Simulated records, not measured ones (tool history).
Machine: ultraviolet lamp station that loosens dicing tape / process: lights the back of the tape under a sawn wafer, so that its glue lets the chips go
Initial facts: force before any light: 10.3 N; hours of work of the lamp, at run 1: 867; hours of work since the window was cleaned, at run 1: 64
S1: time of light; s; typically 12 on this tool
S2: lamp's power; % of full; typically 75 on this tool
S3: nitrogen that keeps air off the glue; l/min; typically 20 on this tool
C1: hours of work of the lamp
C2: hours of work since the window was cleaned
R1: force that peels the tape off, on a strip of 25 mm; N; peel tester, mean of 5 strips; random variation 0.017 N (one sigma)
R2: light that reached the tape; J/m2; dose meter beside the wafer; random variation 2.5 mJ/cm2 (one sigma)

run 1 hour=0.0 | S1=12 S2=75 S3=20 | C1=867 C2=64 | R1=1.456 R2=2440
run 2 hour=76.4 | S1=12 S2=75 S3=20 | C1=920 C2=116 | R1=1.400 R2=2350
-- hour=148.6 lamp changed
run 3 hour=175.0 | S1=12 S2=75 S3=20 | C1=18 C2=183 | R1=0.921 R2=2960
run 4 hour=233.2 | S1=12 S2=75 S3=12 | C1=58 C2=222 | R1=1.218 R2=2890
run 5 hour=282.0 | S1=12 S2=75 S3=12 | C1=91 C2=256 | R1=1.252 R2=2800
run 6 hour=384.0 | S1=12 S2=75 S3=20 | C1=161 C2=325 | R1=1.130 R2=2780
-- hour=407.7 window cleaned of glue's vapour
run 7 hour=475.5 | S1=12 S2=75 S3=20 | C1=223 C2=46 | R1=1.293 R2=2480
run 8 hour=545.7 | S1=12 S2=87 S3=20 | C1=271 C2=94 | R1=1.002 R2=2820
run 9 hour=589.0 | S1=12 S2=87 S3=20 | C1=300 C2=124 | R1=1.076 R2=2790
run 10 hour=669.4 | S1=12 S2=87 S3=20 | C1=355 C2=179 | R1=1.153 R2=2670
run 11 hour=732.6 | S1=12 S2=87 S3=20 | C1=398 C2=222 | R1=1.187 R2=2550
run 12 hour=776.2 | S1=12 S2=75 S3=20 | C1=428 C2=252 | R1=1.620 R2=2220
run 13 hour=826.1 | S1=12 S2=75 S3=20 | C1=462 C2=286 | R1=1.640 R2=2220
-- hour=910.0 window cleaned of glue's vapour
run 14 hour=916.9 | S1=12 S2=75 S3=20 | C1=524 C2=5 | R1=1.210 R2=2620
-- hour=945.5 window cleaned of glue's vapour, once more
run 15 hour=986.5 | S1=12 S2=75 S3=20 | C1=571 C2=28 | R1=1.279 R2=2610
run 16 hour=1033.4 | S1=6 S2=75 S3=20 | C1=603 C2=60 | R1=3.621 R2=1260
run 17 hour=1094.8 | S1=6 S2=75 S3=20 | C1=645 C2=102 | R1=3.623 R2=1180
run 18 hour=1171.1 | S1=6 S2=75 S3=20 | C1=697 C2=154 | R1=3.673 R2=1200
run 19 hour=1228.8 | S1=19 S2=70 S3=31 | C1=737 C2=193 | R1=0.514 R2=3490
run 20 hour=1331.8 | S1=13 S2=81 S3=20 | C1=807 C2=264 | R1=1.151 R2=2600
run 21 hour=1422.3 | S1=8 S2=100 S3=15 | C1=869 C2=326 | R1=2.243 R2=1930
-- hour=1447.9 window cleaned of glue's vapour
run 22 hour=1473.1 | S1=8 S2=100 S3=15 | C1=903 C2=17 | R1=2.014 R2=2080
-- hour=1567.5 lamp changed
run 23 hour=1569.8 | S1=8 S2=100 S3=15 | C1=2 C2=83 | R1=1.193 R2=2700

What will run 24 give?
run 24 hour=1624.4 | S1=8 S2=100 S3=15 | C1=39 C2=120 | R1=? R2=?

For run 24 the tool returned R1 1.301 N, R2 2650 J/m2.
Had the tool carried no hidden state, the very same run would have given R1 1.195 N, R2 2760 J/m2.
